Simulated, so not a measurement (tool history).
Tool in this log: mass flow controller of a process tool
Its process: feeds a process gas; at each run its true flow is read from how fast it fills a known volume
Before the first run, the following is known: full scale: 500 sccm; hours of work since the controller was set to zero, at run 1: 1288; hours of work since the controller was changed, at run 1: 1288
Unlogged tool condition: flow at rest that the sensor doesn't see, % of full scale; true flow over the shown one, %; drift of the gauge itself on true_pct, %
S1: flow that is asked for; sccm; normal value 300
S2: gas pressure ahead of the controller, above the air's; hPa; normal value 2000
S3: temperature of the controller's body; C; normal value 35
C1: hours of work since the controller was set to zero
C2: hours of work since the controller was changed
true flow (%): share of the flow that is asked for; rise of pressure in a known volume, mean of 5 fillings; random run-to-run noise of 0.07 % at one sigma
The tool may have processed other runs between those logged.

Run 1, hour 0: usual settings; C1 1288; C2 1288. Result: true flow (%) 97.46.
Run 2, hour 72.7: usual settings; C1 1317; C2 1317. Result: true flow (%) 97.36.
Run 3, hour 179.5: usual settings; C1 1360; C2 1360. Result: true flow (%) 97.45.
Run 4, hour 265.4: usual settings but S2 2340 hPa; C1 1395; C2 1395. Result: true flow (%) 97.83.
Run 5, hour 336.1: usual settings but S2 2340 hPa; C1 1423; C2 1423. Result: true flow (%) 97.73.
Run 6, hour 441.8: usual settings but S2 2010 hPa; C1 1466; C2 1466. Result: true flow (%) 97.57.
Run 7, hour 546.5: usual settings but S2 2010 hPa; C1 1508; C2 1508. Result: true flow (%) 97.5.
Run 8, hour 616.3: usual settings but S1 106 sccm; C1 1536; C2 1536. Result: true flow (%) 95.
Run 9, hour 770.5: usual settings but S1 106 sccm; C1 1598; C2 1598. Result: true flow (%) 94.98.
Run 10, hour 922.5: usual settings; C1 1659; C2 1659. Result: true flow (%) 97.48.
Run 11, hour 994.5: usual settings but S2 2030 hPa; C1 1688; C2 1688. Result: true flow (%) 97.48.
At hour 1010: controller's zero set anew.
Run 12, hour 1078.1: usual settings; C1 27; C2 1721. Result: true flow (%) 97.08.
Run 13, hour 1163: usual settings; C1 62; C2 1755. Result: true flow (%) 97.
Run 14, hour 1305.7: usual settings; C1 119; C2 1813. Result: true flow (%) 97.03.
Run 15, hour 1391.2: usual settings; C1 153; C2 1847. Result: true flow (%) 97.08.
At hour 1468.3: controller's zero set anew, once more.
Run 16, hour 1531.6: usual settings; C1 25; C2 1904. Result: true flow (%) 98.18.
Run 17, hour 1597.7: usual settings; C1 52; C2 1930. Result: true flow (%) 98.09.
Run 18, hour 1735.8: usual settings; C1 108; C2 1986. Result: true flow (%) 98.26.
Run 19, hour 1811.3: usual settings; C1 138; C2 2016. Result: true flow (%) 98.24.
Run 20, hour 1942.4: usual settings but S1 338 sccm, S2 1490 hPa, S3 37 C; C1 191; C2 2069. Result: true flow (%) 97.87.
Run 21, hour 2012.4: usual settings but S1 338 sccm, S2 1490 hPa, S3 37 C; C1 219; C2 2097. Result: true flow (%) 97.88.
Run 22, hour 2170.2: usual settings but S1 80 sccm, S2 1640 hPa, S3 25 C; C1 282; C2 2160. Result: true flow (%) 96.86.
Run 23, hour 2299.3: usual settings but S1 86 sccm, S2 2100 hPa, S3 24 C; C1 334; C2 2212. Result: true flow (%) 97.29.
Run 24, hour 2381.2: usual settings but S1 86 sccm, S2 2100 hPa, S3 24 C; C1 367; C2 2245. Result: true flow (%) 97.27.
Run 25, hour 2459.2: usual settings but S1 86 sccm, S2 2100 hPa, S3 24 C; C1 399; C2 2277. Result: true flow (%) 97.
Run 26, hour 2612.3: usual settings but S2 2600 hPa, S3 32 C; C1 460; C2 2338. Result: true flow (%) 98.9.
Run 27, hour 2741.1: usual settings but S1 466 sccm, S2 2040 hPa, S3 22 C; C1 512; C2 2390. Result: true flow (%) 100.58.
Run 28, hour 2810.2: usual settings but S1 287 sccm, S2 1810 hPa; C1 540; C2 2418. Result: true flow (%) 97.98.
Run 29, hour 2968.5: usual settings but S1 189 sccm, S2 2480 hPa, S3 28 C; C1 604; C2 2482. Result: true flow (%) 98.29.
Run 30, hour 3046.9: usual settings but S2 2190 hPa, S3 29 C; C1 635; C2 2513. Result: true flow (%) 99.
Run 31, hour 3204.8: usual settings but S1 226 sccm, S2 2190 hPa, S3 29 C; C1 699; C2 2577. Result: true flow (%) 98.22.
Run 32, hour 3309.8: usual settings but S1 219 sccm, S2 2190 hPa, S3 29 C; C1 741; C2 2619. Result: true flow (%) 98.2.
Run 33, hour 3414.4: usual settings but S3 32 C; C1 783; C2 2661. Result: true flow (%) 98.43.
Run 34, hour 3493.2: usual settings but S3 32 C; C1 815; C2 2693. Result: true flow (%) 98.36.

Some steps in true flow (%) between neighbouring runs. How much of each would the tool show without its hidden state too (settings, what came in, random variation), and how much is left for the hidden state, with any gauge scatter that isn't in both results?
Run 7 -> 8: S1 300 -> 106, S2 2010 -> 2000. true flow (%) -2.5: hidden state -1.3, all else -1.2.
Run 9 -> 10: S1 106 -> 300. true flow (%) +2.5: hidden state +1.35, all else +1.15.
Run 15 -> 16: controller's zero set anew, once more. true flow (%) +1.1: hidden state +1.08, all else +0.02.
Run 27 -> 28: S1 466 -> 287, S2 2040 -> 1810, S3 22 -> 35. true flow (%) -2.6: hidden state -0.14, all else -2.46.

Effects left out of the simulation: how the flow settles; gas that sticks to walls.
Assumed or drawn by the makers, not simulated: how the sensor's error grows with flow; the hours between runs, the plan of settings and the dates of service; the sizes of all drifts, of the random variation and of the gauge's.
